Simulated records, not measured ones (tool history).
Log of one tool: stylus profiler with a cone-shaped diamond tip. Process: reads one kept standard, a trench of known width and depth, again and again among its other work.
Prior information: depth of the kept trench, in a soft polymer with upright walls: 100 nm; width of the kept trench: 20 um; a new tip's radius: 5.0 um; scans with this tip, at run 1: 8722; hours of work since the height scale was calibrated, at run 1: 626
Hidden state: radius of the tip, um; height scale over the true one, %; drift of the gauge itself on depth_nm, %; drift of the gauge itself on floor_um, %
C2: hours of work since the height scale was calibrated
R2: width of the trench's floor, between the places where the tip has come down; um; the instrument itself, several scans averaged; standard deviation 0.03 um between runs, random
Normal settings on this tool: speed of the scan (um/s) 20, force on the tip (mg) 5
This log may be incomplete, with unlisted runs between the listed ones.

{"run": 1, "hour": 0.0, "speed of the scan (um/s)": 20, "force on the tip (mg)": 5, "scans with this tip": 8722, "C2": 626, "depth of the trench (nm)": 101.64, "R2": 17.98}
{"run": 2, "hour": 14.9, "speed of the scan (um/s)": 20, "force on the tip (mg)": 5, "scans with this tip": 8869, "C2": 636, "depth of the trench (nm)": 101.68, "R2": 17.92}
{"run": 3, "hour": 35.7, "speed of the scan (um/s)": 20, "force on the tip (mg)": 5, "scans with this tip": 9077, "C2": 651, "depth of the trench (nm)": 101.7, "R2": 17.93}
{"run": 4, "hour": 48.3, "speed of the scan (um/s)": 20, "force on the tip (mg)": 5, "scans with this tip": 9201, "C2": 660, "depth of the trench (nm)": 101.67, "R2": 17.88}
{"run": 5, "hour": 62.5, "speed of the scan (um/s)": 18, "force on the tip (mg)": 5, "scans with this tip": 9342, "C2": 670, "depth of the trench (nm)": 101.67, "R2": 17.96}
{"run": 6, "hour": 77.3, "speed of the scan (um/s)": 18, "force on the tip (mg)": 5, "scans with this tip": 9490, "C2": 681, "depth of the trench (nm)": 101.62, "R2": 17.91}
{"run": 7, "hour": 91.1, "speed of the scan (um/s)": 22, "force on the tip (mg)": 5, "scans with this tip": 9626, "C2": 691, "depth of the trench (nm)": 101.7, "R2": 17.96}
{"run": 8, "hour": 111.9, "speed of the scan (um/s)": 22, "force on the tip (mg)": 5, "scans with this tip": 9833, "C2": 705, "depth of the trench (nm)": 101.66, "R2": 17.91}
{"run": 9, "hour": 123.9, "speed of the scan (um/s)": 6, "force on the tip (mg)": 5, "scans with this tip": 9952, "C2": 714, "depth of the trench (nm)": 101.59, "R2": 17.95}
{"run": 10, "hour": 144.0, "speed of the scan (um/s)": 6, "force on the tip (mg)": 5, "scans with this tip": 10152, "C2": 728, "depth of the trench (nm)": 101.6, "R2": 17.97}
{"run": 11, "hour": 165.6, "speed of the scan (um/s)": 14, "force on the tip (mg)": 5, "scans with this tip": 10366, "C2": 744, "depth of the trench (nm)": 101.75, "R2": 17.98}
{"run": 12, "hour": 180.1, "speed of the scan (um/s)": 18, "force on the tip (mg)": 5, "scans with this tip": 10511, "C2": 754, "depth of the trench (nm)": 101.62, "R2": 17.93}
{"run": 13, "hour": 194.4, "speed of the scan (um/s)": 18, "force on the tip (mg)": 5, "scans with this tip": 10653, "C2": 764, "depth of the trench (nm)": 101.73, "R2": 17.95}
{"run": 14, "hour": 210.2, "speed of the scan (um/s)": 20, "force on the tip (mg)": 5, "scans with this tip": 10810, "C2": 776, "depth of the trench (nm)": 101.66, "R2": 17.95}
{"run": 15, "hour": 233.0, "speed of the scan (um/s)": 20, "force on the tip (mg)": 12.86, "scans with this tip": 11036, "C2": 792, "depth of the trench (nm)": 103.1, "R2": 17.91}
{"run": 16, "hour": 249.2, "speed of the scan (um/s)": 20, "force on the tip (mg)": 12.86, "scans with this tip": 11197, "C2": 803, "depth of the trench (nm)": 103.12, "R2": 17.97}
{"run": 17, "hour": 259.1, "speed of the scan (um/s)": 20, "force on the tip (mg)": 12.86, "scans with this tip": 11295, "C2": 810, "depth of the trench (nm)": 103.14, "R2": 18.04}
{"hour": 264.4, "done": "new tip fitted, height scale calibrated"}
{"run": 18, "hour": 278.9, "speed of the scan (um/s)": 20, "force on the tip (mg)": 12.86, "scans with this tip": 143, "C2": 10, "depth of the trench (nm)": 103.03, "R2": 17.98}
{"run": 19, "hour": 301.1, "speed of the scan (um/s)": 20, "force on the tip (mg)": 10.07, "scans with this tip": 364, "C2": 26, "depth of the trench (nm)": 102.63, "R2": 17.95}
{"run": 20, "hour": 311.9, "speed of the scan (um/s)": 20, "force on the tip (mg)": 1.87, "scans with this tip": 472, "C2": 34, "depth of the trench (nm)": 100.98, "R2": 17.94}
{"run": 21, "hour": 332.0, "speed of the scan (um/s)": 20, "force on the tip (mg)": 5, "scans with this tip": 671, "C2": 48, "depth of the trench (nm)": 101.7, "R2": 17.98}
{"run": 22, "hour": 343.7, "speed of the scan (um/s)": 20, "force on the tip (mg)": 5, "scans with this tip": 787, "C2": 56, "depth of the trench (nm)": 101.59, "R2": 17.96}
{"run": 23, "hour": 359.8, "speed of the scan (um/s)": 10, "force on the tip (mg)": 5, "scans with this tip": 948, "C2": 68, "depth of the trench (nm)": 101.8, "R2": 17.97}
{"run": 24, "hour": 374.0, "speed of the scan (um/s)": 10, "force on the tip (mg)": 5, "scans with this tip": 1089, "C2": 78, "depth of the trench (nm)": 101.71, "R2": 17.95}
{"run": 25, "hour": 395.5, "speed of the scan (um/s)": 13, "force on the tip (mg)": 3.55, "scans with this tip": 1302, "C2": 93, "depth of the trench (nm)": 101.39, "R2": 18}
{"run": 26, "hour": 418.6, "speed of the scan (um/s)": 7, "force on the tip (mg)": 3.55, "scans with this tip": 1531, "C2": 110, "depth of the trench (nm)": 101.34, "R2": 17.94}
{"run": 27, "hour": 432.4, "speed of the scan (um/s)": 17, "force on the tip (mg)": 5, "scans with this tip": 1668, "C2": 120, "depth of the trench (nm)": 101.64, "R2": 17.99}
{"run": 28, "hour": 450.2, "speed of the scan (um/s)": 21, "force on the tip (mg)": 4.39, "scans with this tip": 1846, "C2": 132, "depth of the trench (nm)": 101.52, "R2": 17.94}
{"run": 29, "hour": 473.4, "speed of the scan (um/s)": 11, "force on the tip (mg)": 1.93, "scans with this tip": 2076, "C2": 149, "depth of the trench (nm)": 100.92, "R2": 17.98}
{"run": 30, "hour": 495.0, "speed of the scan (um/s)": 36, "force on the tip (mg)": 6.15, "scans with this tip": 2290, "C2": 164, "depth of the trench (nm)": 102.01, "R2": 17.91}
{"run": 31, "hour": 513.9, "speed of the scan (um/s)": 36, "force on the tip (mg)": 6.15, "scans with this tip": 2478, "C2": 178, "depth of the trench (nm)": 101.89, "R2": 17.89}
{"run": 32, "hour": 525.2, "speed of the scan (um/s)": 36, "force on the tip (mg)": 8.2, "scans with this tip": 2591, "C2": 186, "depth of the trench (nm)": 102.36, "R2": 17.95}
{"run": 33, "hour": 537.4, "speed of the scan (um/s)": 36, "force on the tip (mg)": 8.2, "scans with this tip": 2711, "C2": 195, "depth of the trench (nm)": 102.34, "R2": 17.98}
{"run": 34, "hour": 551.2, "speed of the scan (um/s)": 36, "force on the tip (mg)": 8.2, "scans with this tip": 2848, "C2": 204, "depth of the trench (nm)": 102.32, "R2": 17.94}
{"run": 35, "hour": 563.8, "speed of the scan (um/s)": 52, "force on the tip (mg)": 3.27, "scans with this tip": 2973, "C2": 213, "depth of the trench (nm)": 101.14, "R2": 17.9}
{"run": 36, "hour": 579.3, "speed of the scan (um/s)": 6, "force on the tip (mg)": 5, "scans with this tip": 3127, "C2": 224, "depth of the trench (nm)": 101.63, "R2": 18}
{"run": 37, "hour": 589.0, "speed of the scan (um/s)": 6, "force on the tip (mg)": 2.26, "scans with this tip": 3223, "C2": 231, "depth of the trench (nm)": 100.95, "R2": 17.94}
{"run": 38, "hour": 606.9, "speed of the scan (um/s)": 6, "force on the tip (mg)": 2.26, "scans with this tip": 3402, "C2": 244, "depth of the trench (nm)": 100.98, "R2": 18}
{"run": 39, "hour": 629.4, "speed of the scan (um/s)": 6, "force on the tip (mg)": 2.26, "scans with this tip": 3625, "C2": 260, "depth of the trench (nm)": 101.01, "R2": 17.96}
{"run": 40, "hour": 647.8, "speed of the scan (um/s)": 15, "force on the tip (mg)": 1.78, "scans with this tip": 3807, "C2": 273, "depth of the trench (nm)": 100.88, "R2": 17.93}
{"run": 41, "hour": 660.4, "speed of the scan (um/s)": 22, "force on the tip (mg)": 5.31, "scans with this tip": 3933, "C2": 282, "depth of the trench (nm)": 101.79, "R2": 17.96}
{"run": 42, "hour": 680.5, "speed of the scan (um/s)": 12, "force on the tip (mg)": 10.93, "scans with this tip": 4132, "C2": 296, "depth of the trench (nm)": 102.86, "R2": 18.02}
{"run": 43, "hour": 703.1, "speed of the scan (um/s)": 12, "force on the tip (mg)": 10.93, "scans with this tip": 4357, "C2": 313, "depth of the trench (nm)": 102.76, "R2": 18.03}
{"run": 44, "hour": 723.2, "speed of the scan (um/s)": 18, "force on the tip (mg)": 6.29, "scans with this tip": 4557, "C2": 327, "depth of the trench (nm)": 101.98, "R2": 17.97}
{"run": 45, "hour": 741.1, "speed of the scan (um/s)": 18, "force on the tip (mg)": 6.29, "scans with this tip": 4734, "C2": 340, "depth of the trench (nm)": 101.85, "R2": 17.91}
{"run": 46, "hour": 758.9, "speed of the scan (um/s)": 69, "force on the tip (mg)": 10.93, "scans with this tip": 4911, "C2": 352, "depth of the trench (nm)": 102.85, "R2": 17.83}
{"run": 47, "hour": 771.3, "speed of the scan (um/s)": 44, "force on the tip (mg)": 5, "scans with this tip": 5034, "C2": 361, "depth of the trench (nm)": 101.74, "R2": 17.89}
{"run": 48, "hour": 790.1, "speed of the scan (um/s)": 44, "force on the tip (mg)": 5, "scans with this tip": 5221, "C2": 375, "depth of the trench (nm)": 101.71, "R2": 17.94}

Take each entry between the runs: how does the hidden state at the last listed run before it differ from the hidden state at the first listed run after it?
Run 17 -> run 18: new tip fitted, height scale calibrated (hour 264.4)
  radius of the tip, um: 5.15 -> 5; height scale over the true one, %: 0.004 -> 0
  measured less the result without the state, R2: -0.03 -> +0 um

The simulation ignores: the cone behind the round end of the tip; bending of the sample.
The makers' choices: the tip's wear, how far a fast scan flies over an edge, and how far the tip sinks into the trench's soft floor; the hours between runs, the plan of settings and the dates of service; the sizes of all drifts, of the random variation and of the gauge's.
